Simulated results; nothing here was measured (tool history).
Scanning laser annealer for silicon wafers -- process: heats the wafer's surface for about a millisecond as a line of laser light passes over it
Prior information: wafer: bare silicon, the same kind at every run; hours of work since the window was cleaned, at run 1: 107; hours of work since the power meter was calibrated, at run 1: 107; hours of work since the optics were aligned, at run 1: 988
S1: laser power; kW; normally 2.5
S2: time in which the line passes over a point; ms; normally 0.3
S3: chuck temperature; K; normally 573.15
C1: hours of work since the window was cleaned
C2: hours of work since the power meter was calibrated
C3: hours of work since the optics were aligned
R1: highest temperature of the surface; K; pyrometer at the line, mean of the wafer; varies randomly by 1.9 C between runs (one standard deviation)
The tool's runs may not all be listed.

{"run": 1, "hour": 0.0, "S1": 2.5, "S2": 0.3, "S3": 573.15, "C1": 107, "C2": 107, "C3": 988, "R1": 1357.15}
{"run": 2, "hour": 30.5, "S1": 2.5, "S2": 0.3, "S3": 573.15, "C1": 126, "C2": 126, "C3": 1007, "R1": 1355.15}
{"run": 3, "hour": 60.2, "S1": 2.5, "S2": 0.3, "S3": 573.15, "C1": 145, "C2": 145, "C3": 1026, "R1": 1352.15}
{"run": 4, "hour": 77.0, "S1": 2.675, "S2": 0.3, "S3": 573.15, "C1": 155, "C2": 155, "C3": 1036, "R1": 1427.15}
{"run": 5, "hour": 93.0, "S1": 2.386, "S2": 0.3, "S3": 573.15, "C1": 165, "C2": 165, "C3": 1046, "R1": 1306.15}
{"run": 6, "hour": 112.4, "S1": 2.386, "S2": 0.3, "S3": 573.15, "C1": 177, "C2": 177, "C3": 1058, "R1": 1304.15}
{"run": 7, "hour": 142.2, "S1": 2.386, "S2": 0.3, "S3": 573.15, "C1": 196, "C2": 196, "C3": 1077, "R1": 1303.15}
{"run": 8, "hour": 168.2, "S1": 2.5, "S2": 0.366, "S3": 573.15, "C1": 212, "C2": 212, "C3": 1093, "R1": 1436.15}
{"run": 9, "hour": 193.7, "S1": 2.5, "S2": 0.366, "S3": 573.15, "C1": 228, "C2": 228, "C3": 1109, "R1": 1437.15}
{"run": 10, "hour": 225.0, "S1": 2.5, "S2": 0.366, "S3": 573.15, "C1": 248, "C2": 248, "C3": 1129, "R1": 1440.15}
{"run": 11, "hour": 249.1, "S1": 2.5, "S2": 0.367, "S3": 573.15, "C1": 263, "C2": 263, "C3": 1144, "R1": 1438.15}
{"run": 12, "hour": 279.8, "S1": 2.5, "S2": 0.3, "S3": 573.15, "C1": 282, "C2": 282, "C3": 1163, "R1": 1346.15}
{"run": 13, "hour": 298.1, "S1": 2.188, "S2": 0.3, "S3": 573.15, "C1": 294, "C2": 294, "C3": 1175, "R1": 1225.15}
{"hour": 302.3, "done": "window over the wafer cleaned"}
{"run": 14, "hour": 335.8, "S1": 2.188, "S2": 0.3, "S3": 573.15, "C1": 21, "C2": 316, "C3": 1197, "R1": 1215.15}
{"run": 15, "hour": 368.9, "S1": 2.188, "S2": 0.3, "S3": 573.15, "C1": 42, "C2": 337, "C3": 1218, "R1": 1217.15}
{"run": 16, "hour": 397.4, "S1": 2.5, "S2": 0.3, "S3": 573.15, "C1": 60, "C2": 355, "C3": 1236, "R1": 1336.15}
{"hour": 403.7, "done": "window over the wafer cleaned, once more"}
{"run": 17, "hour": 422.2, "S1": 2.63, "S2": 0.234, "S3": 573.15, "C1": 12, "C2": 369, "C3": 1250, "R1": 1306.15}
{"run": 18, "hour": 447.2, "S1": 2.5, "S2": 0.289, "S3": 553.15, "C1": 27, "C2": 385, "C3": 1266, "R1": 1318.15}
{"run": 19, "hour": 462.7, "S1": 2.5, "S2": 0.289, "S3": 553.15, "C1": 37, "C2": 394, "C3": 1275, "R1": 1320.15}
{"run": 20, "hour": 487.6, "S1": 2.5, "S2": 0.289, "S3": 553.15, "C1": 53, "C2": 410, "C3": 1291, "R1": 1319.15}
{"run": 21, "hour": 507.4, "S1": 2.5, "S2": 0.289, "S3": 553.15, "C1": 65, "C2": 422, "C3": 1303, "R1": 1317.15}
{"run": 22, "hour": 522.0, "S1": 2.5, "S2": 0.289, "S3": 553.15, "C1": 74, "C2": 431, "C3": 1313, "R1": 1314.15}
{"run": 23, "hour": 538.9, "S1": 2.5, "S2": 0.249, "S3": 545.15, "C1": 85, "C2": 442, "C3": 1323, "R1": 1247.15}
{"run": 24, "hour": 562.2, "S1": 2.536, "S2": 0.255, "S3": 574.15, "C1": 99, "C2": 457, "C3": 1338, "R1": 1302.15}
{"run": 25, "hour": 595.9, "S1": 2.584, "S2": 0.237, "S3": 563.15, "C1": 120, "C2": 478, "C3": 1359, "R1": 1276.15}
{"run": 26, "hour": 629.6, "S1": 2.584, "S2": 0.221, "S3": 609.15, "C1": 142, "C2": 499, "C3": 1380, "R1": 1301.15}
{"run": 27, "hour": 660.0, "S1": 2.5, "S2": 0.264, "S3": 573.15, "C1": 161, "C2": 518, "C3": 1399, "R1": 1298.15}
{"run": 28, "hour": 688.6, "S1": 2.251, "S2": 0.264, "S3": 591.15, "C1": 179, "C2": 536, "C3": 1417, "R1": 1225.15}
{"run": 29, "hour": 721.9, "S1": 2.251, "S2": 0.264, "S3": 591.15, "C1": 199, "C2": 557, "C3": 1438, "R1": 1223.15}
{"run": 30, "hour": 750.7, "S1": 2.133, "S2": 0.3, "S3": 547.15, "C1": 217, "C2": 575, "C3": 1456, "R1": 1178.15}
{"run": 31, "hour": 765.6, "S1": 2.209, "S2": 0.333, "S3": 547.15, "C1": 227, "C2": 584, "C3": 1465, "R1": 1243.15}

4 options for the next run, each taken on its own from the tool as it stands now. Forecast them:
{"run": "A", "hour": 790.6, "S1": 2.582, "S2": 0.323, "S3": 545.15, "C1": 242, "C2": 600, "C3": 1481, "R1": "?"}
{"run": "B", "hour": 790.6, "S1": 2.692, "S2": 0.318, "S3": 558.15, "C1": 242, "C2": 600, "C3": 1481, "R1": "?"}
{"run": "C", "hour": 790.6, "S1": 2.5, "S2": 0.223, "S3": 573.15, "C1": 242, "C2": 600, "C3": 1481, "R1": "?"}
{"run": "D", "hour": 790.6, "S1": 2.5, "S2": 0.248, "S3": 600.15, "C1": 242, "C2": 600, "C3": 1481, "R1": "?"}

run=A R1=1382.15
run=B R1=1437.15
run=C R1=1234.15
run=D R1=1299.15
Take away the tool's hidden state, keep each run's random variation, and the runs would have read:
run=A R1=1403.15
run=B R1=1458.15
run=C R1=1250.15
run=D R1=1316.15
